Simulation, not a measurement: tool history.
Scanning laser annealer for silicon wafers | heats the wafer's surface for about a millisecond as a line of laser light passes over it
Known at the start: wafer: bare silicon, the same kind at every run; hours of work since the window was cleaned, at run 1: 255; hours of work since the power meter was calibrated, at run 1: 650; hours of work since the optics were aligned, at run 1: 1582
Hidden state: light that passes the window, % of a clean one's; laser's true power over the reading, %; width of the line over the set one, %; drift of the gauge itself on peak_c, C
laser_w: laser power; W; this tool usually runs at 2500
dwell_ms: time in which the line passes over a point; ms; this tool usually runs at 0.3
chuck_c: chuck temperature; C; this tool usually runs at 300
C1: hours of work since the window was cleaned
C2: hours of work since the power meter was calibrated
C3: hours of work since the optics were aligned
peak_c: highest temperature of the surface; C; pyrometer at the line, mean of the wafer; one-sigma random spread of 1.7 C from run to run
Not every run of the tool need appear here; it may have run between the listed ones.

run 1 hour=0 | laser_w=2500 dwell_ms=0.3 chuck_c=300 | C1=255 C2=650 C3=1582 | peak_c=1087
run 2 hour=12.7 | laser_w=2500 dwell_ms=0.3 chuck_c=300 | C1=263 C2=658 C3=1590 | peak_c=1090
run 3 hour=23.5 | laser_w=2500 dwell_ms=0.3 chuck_c=300 | C1=269 C2=664 C3=1597 | peak_c=1086
run 4 hour=43 | laser_w=2500 dwell_ms=0.3 chuck_c=300 | C1=281 C2=677 C3=1609 | peak_c=1085
run 5 hour=66.4 | laser_w=2500 dwell_ms=0.3 chuck_c=300 | C1=296 C2=691 C3=1623 | peak_c=1087
run 6 hour=86.3 | laser_w=2500 dwell_ms=0.3 chuck_c=300 | C1=308 C2=703 C3=1636 | peak_c=1084
run 7 hour=104.8 | laser_w=2500 dwell_ms=0.3 chuck_c=294 | C1=320 C2=715 C3=1647 | peak_c=1075
run 8 hour=121.6 | laser_w=2500 dwell_ms=0.3 chuck_c=294 | C1=330 C2=725 C3=1658 | peak_c=1079
run 9 hour=134.8 | laser_w=2500 dwell_ms=0.3 chuck_c=294 | C1=339 C2=734 C3=1666 | peak_c=1075
run 10 hour=158.6 | laser_w=2500 dwell_ms=0.256 chuck_c=300 | C1=353 C2=748 C3=1681 | peak_c=1013
run 11 hour=184 | laser_w=2500 dwell_ms=0.3 chuck_c=300 | C1=369 C2=764 C3=1696 | peak_c=1082
run 12 hour=209.7 | laser_w=2500 dwell_ms=0.3 chuck_c=287 | C1=385 C2=780 C3=1712 | peak_c=1068
run 13 hour=228.9 | laser_w=2500 dwell_ms=0.3 chuck_c=287 | C1=397 C2=792 C3=1724 | peak_c=1071
run 14 hour=251.9 | laser_w=2500 dwell_ms=0.3 chuck_c=287 | C1=411 C2=806 C3=1739 | peak_c=1069
run 15 hour=277.9 | laser_w=2500 dwell_ms=0.3 chuck_c=290 | C1=428 C2=823 C3=1755 | peak_c=1071
run 16 hour=297 | laser_w=2445 dwell_ms=0.3 chuck_c=300 | C1=439 C2=834 C3=1767 | peak_c=1061
run 17 hour=309.6 | laser_w=2445 dwell_ms=0.3 chuck_c=300 | C1=447 C2=842 C3=1775 | peak_c=1060
run 18 hour=330 | laser_w=2445 dwell_ms=0.367 chuck_c=330 | C1=460 C2=855 C3=1787 | peak_c=1186
run 19 hour=350.5 | laser_w=2445 dwell_ms=0.367 chuck_c=330 | C1=473 C2=868 C3=1800 | peak_c=1187
-- hour=375.4 optics aligned, line set to its width
run 20 hour=379.1 | laser_w=2445 dwell_ms=0.367 chuck_c=330 | C1=487 C2=882 C3=2 | peak_c=1211
run 21 hour=393.4 | laser_w=2579 dwell_ms=0.367 chuck_c=336 | C1=496 C2=891 C3=11 | peak_c=1270
run 22 hour=405.9 | laser_w=2579 dwell_ms=0.213 chuck_c=269 | C1=504 C2=899 C3=19 | peak_c=942

What if the next run were any one of these 4? Each begins from the tool's condition after run 22:
run A hour=422 | laser_w=2252 dwell_ms=0.344 chuck_c=269 | C1=514 C2=909 C3=29 | peak_c=?
run B hour=422 | laser_w=2246 dwell_ms=0.3 chuck_c=300 | C1=514 C2=909 C3=29 | peak_c=?
run C hour=422 | laser_w=2500 dwell_ms=0.304 chuck_c=300 | C1=514 C2=909 C3=29 | peak_c=?
run D hour=422 | laser_w=2579 dwell_ms=0.238 chuck_c=269 | C1=514 C2=909 C3=29 | peak_c=?

run=A peak_c=1038
run=B peak_c=1009
run=C peak_c=1105
run=D peak_c=993
Stripped of hidden state, with their random variation kept, the same runs would have yielded:
run=A peak_c=1049
run=B peak_c=1019
run=C peak_c=1117
run=D peak_c=1003
